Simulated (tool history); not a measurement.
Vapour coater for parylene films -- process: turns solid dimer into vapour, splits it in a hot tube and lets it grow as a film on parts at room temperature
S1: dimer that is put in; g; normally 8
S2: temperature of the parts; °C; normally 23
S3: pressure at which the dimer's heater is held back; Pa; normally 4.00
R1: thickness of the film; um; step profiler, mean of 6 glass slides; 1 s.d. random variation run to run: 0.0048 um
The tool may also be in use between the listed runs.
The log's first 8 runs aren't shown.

Run 9, hour 197.3: usual settings. Result: R1 1.753 um.
Run 10, hour 228.7: usual settings. Result: R1 1.758 um.
Run 11, hour 247.9: usual settings. Result: R1 1.752 um.
Run 12, hour 262.6: usual settings but S2 21 °C. Result: R1 1.837 um.
Run 13, hour 290.8: usual settings but S1 11 g. Result: R1 2.418 um.
Run 14, hour 314.8: usual settings but S1 11 g. Result: R1 2.416 um.
Run 15, hour 332.1: usual settings but S1 11 g. Result: R1 2.405 um.
Run 16, hour 358.1: usual settings but S1 11 g, S2 16 °C. Result: R1 2.833 um.
Run 17, hour 384.3: usual settings but S1 11 g, S2 16 °C. Result: R1 2.828 um.
Run 18, hour 405.8: usual settings but S1 11 g, S2 16 °C. Result: R1 2.823 um.
Run 19, hour 433.9: usual settings but S1 9 g, S2 16 °C. Result: R1 2.300 um.
Run 20, hour 462.4: usual settings but S1 9 g, S2 16 °C. Result: R1 2.310 um.
Run 21, hour 489.2: usual settings but S1 7 g, S2 16 °C. Result: R1 1.793 um.
Run 22, hour 505.1: usual settings but S1 7 g, S2 16 °C. Result: R1 1.791 um.
Run 23, hour 521.3: usual settings but S2 30 °C. Result: R1 1.507 um.
Run 24, hour 546.0: usual settings but S2 30 °C. Result: R1 1.506 um.
Run 25, hour 571.4: usual settings but S2 32 °C, S3 3.52 Pa. Result: R1 1.447 um.
Run 26, hour 596.2: usual settings but S3 4.36 Pa. Result: R1 1.738 um.
Run 27, hour 623.1: usual settings but S2 29 °C, S3 6.44 Pa. Result: R1 1.486 um.
Run 28, hour 651.8: usual settings but S1 12 g, S2 32 °C. Result: R1 2.143 um.
Run 29, hour 685.5: usual settings but S1 3 g, S2 32 °C, S3 2.24 Pa. Result: R1 0.554 um.
Run 30, hour 720.4: usual settings but S1 7 g, S3 5.13 Pa. Result: R1 1.509 um.
Run 31, hour 739.0: usual settings but S1 7 g, S3 5.13 Pa. Result: R1 1.508 um.

Expected results for the next run?
Run 32, hour 759.5: usual settings but S1 7 g, S3 5.13 Pa. Result: R1 ?.

R1: 1.499 um
On a tool with no hidden condition, and with the same random variation, this run would have come out at R1 1.520 um.
